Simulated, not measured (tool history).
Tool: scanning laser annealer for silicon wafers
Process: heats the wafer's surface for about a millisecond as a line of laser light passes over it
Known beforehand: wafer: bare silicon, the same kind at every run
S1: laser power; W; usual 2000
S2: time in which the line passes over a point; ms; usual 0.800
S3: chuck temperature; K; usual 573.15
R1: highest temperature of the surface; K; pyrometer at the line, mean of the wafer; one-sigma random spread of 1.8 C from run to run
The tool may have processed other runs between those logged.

run,hour,S1,S2,S3,R1
1,0.0,2000,0.800,573.15,1329.15
2,7.7,2000,0.800,573.15,1333.15
3,12.1,2000,0.800,573.15,1330.15
4,18.7,2000,0.800,612.15,1368.15
5,26.7,2000,0.800,612.15,1373.15
6,31.1,2000,0.800,612.15,1368.15
7,35.0,2000,0.800,608.15,1364.15
8,41.2,2000,0.800,608.15,1366.15
9,48.0,2000,0.800,573.15,1333.15
10,54.9,2163,0.800,573.15,1395.15
11,62.1,2163,0.800,573.15,1396.15
12,69.1,2163,0.800,573.15,1398.15
13,74.1,2000,0.575,573.15,1221.15
14,80.9,2000,0.828,573.15,1345.15
15,85.6,2000,0.800,573.15,1331.15
16,90.4,2000,0.800,555.15,1312.15
17,99.3,2151,0.800,573.15,1389.15
18,108.7,2151,0.800,573.15,1389.15
19,113.5,2151,0.800,579.15,1395.15
20,119.0,2151,0.800,579.15,1391.15
21,125.9,2000,0.800,573.15,1331.15
22,132.9,2017,0.651,599.15,1292.15
23,139.7,1944,0.947,600.15,1395.15
24,148.7,2092,0.640,540.15,1249.15
25,153.8,2092,0.640,540.15,1249.15
26,159.0,2092,0.640,540.15,1251.15
27,166.1,2000,0.884,569.15,1360.15
28,171.8,1911,0.884,569.15,1323.15
29,176.8,1911,0.884,569.15,1320.15
30,186.2,2011,0.729,566.15,1294.15
31,193.6,2050,0.800,591.15,1361.15
32,200.6,2000,0.800,606.15,1360.15
33,206.2,2000,0.800,606.15,1358.15
34,212.5,2000,0.767,574.15,1312.15
35,219.0,2000,0.767,574.15,1309.15
36,223.8,2000,0.767,574.15,1311.15
37,232.3,2000,0.719,574.15,1288.15
38,237.7,2187,0.719,550.15,1336.15
39,246.8,2187,0.836,562.15,1404.15
40,253.4,2109,0.924,543.15,1395.15
41,257.3,1742,0.696,595.15,1202.15

A few steps of R1 between consecutive runs. Split each: what settings, incoming material and random variation would produce without the hidden state, and what is left over for the hidden state, along with gauge scatter present in only one of the two compared results (measured, and without hidden state):
Hidden state present: light that passes the window, % of a clean one's; laser's true power over the reading, %; width of the line over the set one, %; drift of the gauge itself on peak_c, C.
Run 12 -> 13: S1 2163 -> 2000, S2 0.800 -> 0.575. R1 -177.00 K: hidden state +4.00, all else -181.00.
Run 13 -> 14: S2 0.575 -> 0.828. R1 +124.00 K: hidden state -4.00, all else +128.00.
Run 23 -> 24: S1 1944 -> 2092, S2 0.947 -> 0.640, S3 600.15 -> 540.15. R1 -146.00 K: hidden state +3.00, all else -149.00.
Run 40 -> 41: S1 2109 -> 1742, S2 0.924 -> 0.696, S3 543.15 -> 595.15. R1 -193.00 K: hidden state +7.00, all else -200.00.
